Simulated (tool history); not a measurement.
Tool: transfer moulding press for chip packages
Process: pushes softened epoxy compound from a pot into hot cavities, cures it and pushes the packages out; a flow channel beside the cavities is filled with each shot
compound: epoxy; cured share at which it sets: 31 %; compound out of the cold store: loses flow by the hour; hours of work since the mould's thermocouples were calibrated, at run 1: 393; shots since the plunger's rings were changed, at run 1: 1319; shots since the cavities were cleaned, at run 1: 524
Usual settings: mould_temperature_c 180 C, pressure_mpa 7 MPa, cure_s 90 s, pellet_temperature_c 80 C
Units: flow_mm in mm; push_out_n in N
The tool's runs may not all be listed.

| run | hour | mould_temperature_c | pressure_mpa | cure_s | pellet_temperature_c | hours of work since the mould's thermocouples were calibrated | shots since the plunger's rings were changed | shots since the cavities were cleaned | incoming compound's hours out of the cold store | flow_mm | push_out_n |
|---|---|---|---|---|---|---|---|---|---|---|---|
| 1 | 0 | 180 | 7 | 90 | 80 | 393 | 1319 | 524 | 45 | 786 | 615 |
|  | 5.3 | cavities cleaned with cleaning compound and waxed |
| 2 | 26.7 | 180 | 7 | 90 | 80 | 408 | 1598 | 236 | 27.3 | 845 | 513 |
|  | 58.9 | cavities cleaned with cleaning compound and waxed |
| 3 | 62.6 | 180 | 7 | 90 | 71 | 430 | 1978 | 41 | 29.5 | 832 | 419 |
| 4 | 89.4 | 180 | 7 | 90 | 71 | 446 | 2273 | 336 | 15.9 | 881 | 550 |
|  | 108.8 | cavities cleaned with cleaning compound and waxed |
| 5 | 130.8 | 186 | 7 | 90 | 80 | 471 | 2714 | 243 | 24.2 | 829 | 425 |
|  | 161.2 | cavities cleaned with cleaning compound and waxed |
|  | 166.2 | plunger's sealing rings changed |
| 6 | 188.8 | 186 | 7 | 90 | 80 | 504 | 250 | 278 | 39.9 | 796 | 440 |
|  | 214.7 | cavities cleaned with cleaning compound and waxed |
| 7 | 224.9 | 185 | 7 | 75 | 80 | 525 | 631 | 113 | 23.8 | 851 | 539 |
|  | 266 | cavities cleaned with cleaning compound and waxed |
| 8 | 272.8 | 185 | 7 | 75 | 80 | 554 | 1144 | 75 | 47.4 | 768 | 462 |
|  | 318.1 | cavities cleaned with cleaning compound and waxed |
| 9 | 323.6 | 180 | 8.06 | 108 | 88 | 584 | 1687 | 60 | 42.6 | 850 | 358 |
| 10 | 357.7 | 181 | 7 | 89 | 80 | 605 | 2064 | 437 | 24.3 | 845 | 599 |

Forecast each of these 4 alternatives for the next run:
|  | 368.1 | cavities cleaned with cleaning compound and waxed |
| A | 396.2 | 180 | 7 | 90 | 85 | 628 | 2473 | 311 | 36.9 | ? | ? |
|  | 368.1 | cavities cleaned with cleaning compound and waxed |
| B | 396.2 | 175 | 7 | 89 | 74 | 628 | 2473 | 311 | 8.7 | ? | ? |
|  | 368.1 | cavities cleaned with cleaning compound and waxed |
| C | 396.2 | 181 | 7.55 | 72 | 73 | 628 | 2473 | 311 | 30 | ? | ? |
|  | 368.1 | cavities cleaned with cleaning compound and waxed |
| D | 396.2 | 173 | 7 | 89 | 89 | 628 | 2473 | 311 | 24.2 | ? | ? |

| run | flow_mm | push_out_n |
|---|---|---|
| A | 800 | 560 |
| B | 927 | 797 |
| C | 858 | 888 |
| D | 868 | 846 |
Without the tool's hidden state the same runs would have given:
| run | flow_mm | push_out_n |
|---|---|---|
| A | 822 | 384 |
| B | 952 | 530 |
| C | 881 | 589 |
| D | 892 | 559 |

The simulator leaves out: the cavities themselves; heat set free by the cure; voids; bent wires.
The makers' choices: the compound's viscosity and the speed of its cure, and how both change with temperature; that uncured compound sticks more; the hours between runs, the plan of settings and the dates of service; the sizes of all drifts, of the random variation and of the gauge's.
